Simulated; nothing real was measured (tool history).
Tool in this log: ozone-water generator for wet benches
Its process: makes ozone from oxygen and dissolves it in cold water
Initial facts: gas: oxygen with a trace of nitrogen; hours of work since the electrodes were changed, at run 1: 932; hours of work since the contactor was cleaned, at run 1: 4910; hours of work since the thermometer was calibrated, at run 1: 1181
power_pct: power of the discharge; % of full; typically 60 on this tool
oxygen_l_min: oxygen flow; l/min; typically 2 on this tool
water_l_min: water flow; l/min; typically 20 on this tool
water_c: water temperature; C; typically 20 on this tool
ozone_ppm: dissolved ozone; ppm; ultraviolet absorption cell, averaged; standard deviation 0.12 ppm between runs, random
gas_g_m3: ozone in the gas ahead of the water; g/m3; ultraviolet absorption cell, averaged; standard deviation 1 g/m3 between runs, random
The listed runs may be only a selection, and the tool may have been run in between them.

run	hour	power_pct	oxygen_l_min	water_l_min	water_c	hours of work since the electrodes were changed	hours of work since the contactor was cleaned	hours of work since the thermometer was calibrated	ozone_ppm	gas_g_m3
1	0	60	2	20	20	932	4910	1181	11.4	183.6
2	90.5	60	2	20	20	1015	4993	1264	11.2	183.4
3	267.9	60	2	20	20	1178	5156	1427	11.3	183.3
4	378.3	60	2	20	20	1279	5257	1528	11.1	184.4
5	561.7	60	2	13	20	1448	5425	1696	16.1	183.1
6	758.1	92	2	13	20	1628	5605	1876	22.4	258.3
7	850.6	60	2	20	20	1713	5690	1961	11.4	182.5
8	1018.8	60	2.89	20	20	1867	5844	2116	12.4	152.8
9	1191.9	60	2.25	20	20	2026	6003	2274	11.5	174.4
10	1291.2	60	2.25	20	20	2117	6094	2365	11.6	172.2
11	1419.4	60	2.25	20	20	2234	6212	2483	11.8	171.5
12	1549.7	60	2.25	20	20	2354	6331	2602	11.8	173.4
13	1706.2	60	2.25	20	20	2498	6475	2746	11.6	172.9
14	1880.9	60	2	20	17	2658	6635	2906	11.6	186.2
15	1980.8	60	2	20	17	2749	6727	2998	11.5	184.2
16	2181.2	60	1.5	20	20	2933	6911	3182	10.3	211.9
17	2373.8	60	1.5	20	20	3110	7087	3358	10.6	209.9
18	2566.7	42	2.3	20	17	3287	7264	3535	9.1	129.5
19	2757.4	42	2.3	20	17	3462	7439	3710	8.9	129.9
# hour 2863.6: water thermometer calibrated
20	2934.7	42	2.3	20	17	3624	7601	65	9.1	129.6
21	3079.9	60	2	22	20	3757	7734	198	10.5	184.1
22	3218.2	59	2	20	24	3884	7861	325	10.8	182.6
# hour 3295.3: contactor cleaned
23	3354.7	59	2	20	24	4005	55	447	10.8	180.1
24	3543.4	60	2	20	13	4179	228	620	12	183.3
25	3644.3	60	1.59	26	23	4271	320	712	8.3	203.4
26	3733.7	76	1.94	14	19	4353	402	794	18.4	223.6
27	3912.8	86	1.94	14	25	4517	566	959	19	245.9
28	4112.4	86	1.94	14	25	4700	750	1142	18.8	246.4
29	4252.3	55	1.01	29	20	4829	878	1270	6.1	239.2
30	4391.4	55	1.01	29	20	4956	1005	1398	5.6	241.4
31	4508.8	55	1.01	29	20	5064	1113	1505	5.9	237
32	4710.1	89	2.35	14	14	5249	1298	1690	22.5	230.6

Consider 5 possible next runs. They are alternatives, not a sequence: every one starts from the tool as it was left by run 32. What does each give?
A	4906.4	82	2.14	22	14	5429	1478	1870	?	?
B	4906.4	57	1.34	14	14	5429	1478	1870	?	?
C	4906.4	55	1.93	14	17	5429	1478	1870	?	?
D	4906.4	53	1.17	16	14	5429	1478	1870	?	?
E	4906.4	60	1.85	20	20	5429	1478	1870	?	?

run	ozone_ppm	gas_g_m3
A	14.3	225.3
B	13.8	212
C	14.5	174.8
D	11.3	213.9
E	11.3	190.9
The same runs, with their run-to-run variation unchanged, on a tool lacking any hidden condition would have given:
run	ozone_ppm	gas_g_m3
A	14.3	225.8
B	13.8	212.4
C	14.5	175.1
D	11.3	214.2
E	11.3	191.3
